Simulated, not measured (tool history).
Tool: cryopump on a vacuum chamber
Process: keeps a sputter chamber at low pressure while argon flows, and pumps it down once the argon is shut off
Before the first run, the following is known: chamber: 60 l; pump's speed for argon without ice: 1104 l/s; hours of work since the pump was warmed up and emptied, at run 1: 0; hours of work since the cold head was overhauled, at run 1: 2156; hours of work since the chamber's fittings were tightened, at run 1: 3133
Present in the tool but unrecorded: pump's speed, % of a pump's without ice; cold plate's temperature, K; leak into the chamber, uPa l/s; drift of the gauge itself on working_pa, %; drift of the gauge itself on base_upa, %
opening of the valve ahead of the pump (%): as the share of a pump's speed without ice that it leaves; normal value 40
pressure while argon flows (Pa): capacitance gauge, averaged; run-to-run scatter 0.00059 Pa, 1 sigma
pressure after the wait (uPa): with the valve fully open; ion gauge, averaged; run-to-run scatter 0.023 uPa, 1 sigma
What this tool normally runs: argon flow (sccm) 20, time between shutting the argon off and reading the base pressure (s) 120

run,hour,argon flow (sccm),time between shutting the argon off and reading the base pressure (s),opening of the valve ahead of the pump (%),hours of work since the pump was warmed up and emptied,hours of work since the cold head was overhauled,hours of work since the chamber's fittings were tightened,pressure while argon flows (Pa),pressure after the wait (uPa)
1,0,20,120,40,0,2156,3133,0.077,3.19
# hour 76.1: leaking fittings of the chamber tightened, without venting
2,78.9,20,120,40,66,2221,2,0.0799,0.8
3,117.7,20,120,40,99,2254,36,0.0806,0.85
4,191.8,20,120,20,162,2317,99,0.1606,0.89
5,255.5,20,120,20,216,2372,153,0.1625,1
6,301.2,20,120,20,255,2410,192,0.1653,1.08
7,353.9,20,120,20,300,2455,237,0.1678,1.18
# hour 365.7: pump warmed up, emptied and cooled again
8,429.6,20,120,40,54,2516,297,0.0798,1.07
9,502.3,20,120,40,116,2578,359,0.0821,1.09
10,559.3,12,120,40,165,2626,407,0.0507,1.1
11,617.7,12,120,40,215,2676,457,0.0514,1.27
12,659.9,20,120,40,251,2712,493,0.0868,1.35
# hour 728.2: pump warmed up, emptied and cooled again
13,739.1,20,120,40,9,2775,556,0.0781,1.23
14,800.7,20,120,40,62,2827,609,0.0803,1.28
15,863.1,20,60,40,115,2881,662,0.0811,1.83
16,939,20,60,40,180,2945,727,0.0853,2.02
17,978.5,11,60,40,213,2979,760,0.0484,2.05
18,1020,32,120,21,249,3014,796,0.2502,1.73
19,1071.4,32,120,21,292,3058,839,0.2558,1.82
# hour 1087.3: pump warmed up, emptied and cooled again
20,1140.7,32,120,21,45,3113,894,0.2391,1.5
21,1204.7,28,26,21,100,3167,949,0.2116,3.23
22,1257.6,28,26,21,145,3212,994,0.2129,3.44
23,1294.4,28,26,21,176,3244,1025,0.2166,3.55
24,1367.7,28,26,21,239,3306,1088,0.2207,3.6
25,1403.4,11,229,48,269,3337,1118,0.0428,1.92
# hour 1448.5: pump warmed up, emptied and cooled again
26,1475.2,22,120,24,23,3394,1175,0.1413,1.74
27,1514.4,22,195,24,56,3427,1208,0.1452,1.56
28,1585.5,22,195,24,117,3488,1269,0.1473,1.75
29,1643.2,10,62,43,166,3537,1318,0.039,2.47
30,1710.9,18,128,43,224,3594,1376,0.0735,2.17
31,1758.9,23,164,46,264,3635,1417,0.0918,2.28
# hour 1809.2: pump warmed up, emptied and cooled again
32,1817.3,31,106,45,7,3681,1462,0.1072,2.01
33,1870,22,88,28,52,3726,1507,0.123,2.24

Entry by entry between the runs, the difference in hidden state between the last listed run before and the first listed run after:
In the gap between runs 1 and 2: leaking fittings of the chamber tightened, without venting (hour 76.1)
  pump's speed, % of a pump's without ice: 99.9 -> 93.4; cold plate's temperature, K: 13.24 -> 13.28; leak into the chamber, uPa l/s: 2949 -> 314
  measured result minus the result with no hidden state, pressure while argon flows (Pa): +0.0008 -> +0.003; pressure after the wait (uPa): +2.46 -> +0.04
In the gap between runs 7 and 8: pump warmed up, emptied and cooled again (hour 365.7)
  pump's speed, % of a pump's without ice: 70 -> 94.3; cold plate's temperature, K: 13.4 -> 13.43; leak into the chamber, uPa l/s: 514 -> 562
  measured result minus the result with no hidden state, pressure while argon flows (Pa): +0.0144 -> +0.0028; pressure after the wait (uPa): +0.42 -> +0.29
In the gap between runs 12 and 13: pump warmed up, emptied and cooled again (hour 728.2)
  pump's speed, % of a pump's without ice: 75.2 -> 98.7; cold plate's temperature, K: 13.53 -> 13.57; leak into the chamber, uPa l/s: 730 -> 785
  measured result minus the result with no hidden state, pressure while argon flows (Pa): +0.0113 -> +0.0014; pressure after the wait (uPa): +0.62 -> +0.48
In the gap between runs 19 and 20: pump warmed up, emptied and cooled again (hour 1087.3)
  pump's speed, % of a pump's without ice: 70.7 -> 94.8; cold plate's temperature, K: 13.72 -> 13.75; leak into the chamber, uPa l/s: 1031 -> 1076
  measured result minus the result with no hidden state, pressure while argon flows (Pa): +0.0228 -> +0.0046; pressure after the wait (uPa): +1.09 -> +0.77
In the gap between runs 25 and 26: pump warmed up, emptied and cooled again (hour 1448.5)
  pump's speed, % of a pump's without ice: 72.7 -> 97.1; cold plate's temperature, K: 13.87 -> 13.9; leak into the chamber, uPa l/s: 1265 -> 1310
  measured result minus the result with no hidden state, pressure while argon flows (Pa): +0.0072 -> +0.0024; pressure after the wait (uPa): +1.39 -> +1
In the gap between runs 31 and 32: pump warmed up, emptied and cooled again (hour 1809.2)
  pump's speed, % of a pump's without ice: 73.8 -> 99.2; cold plate's temperature, K: 14.04 -> 14.06; leak into the chamber, uPa l/s: 1512 -> 1550
  measured result minus the result with no hidden state, pressure while argon flows (Pa): +0.0146 -> +0.0024; pressure after the wait (uPa): +1.64 -> +1.21
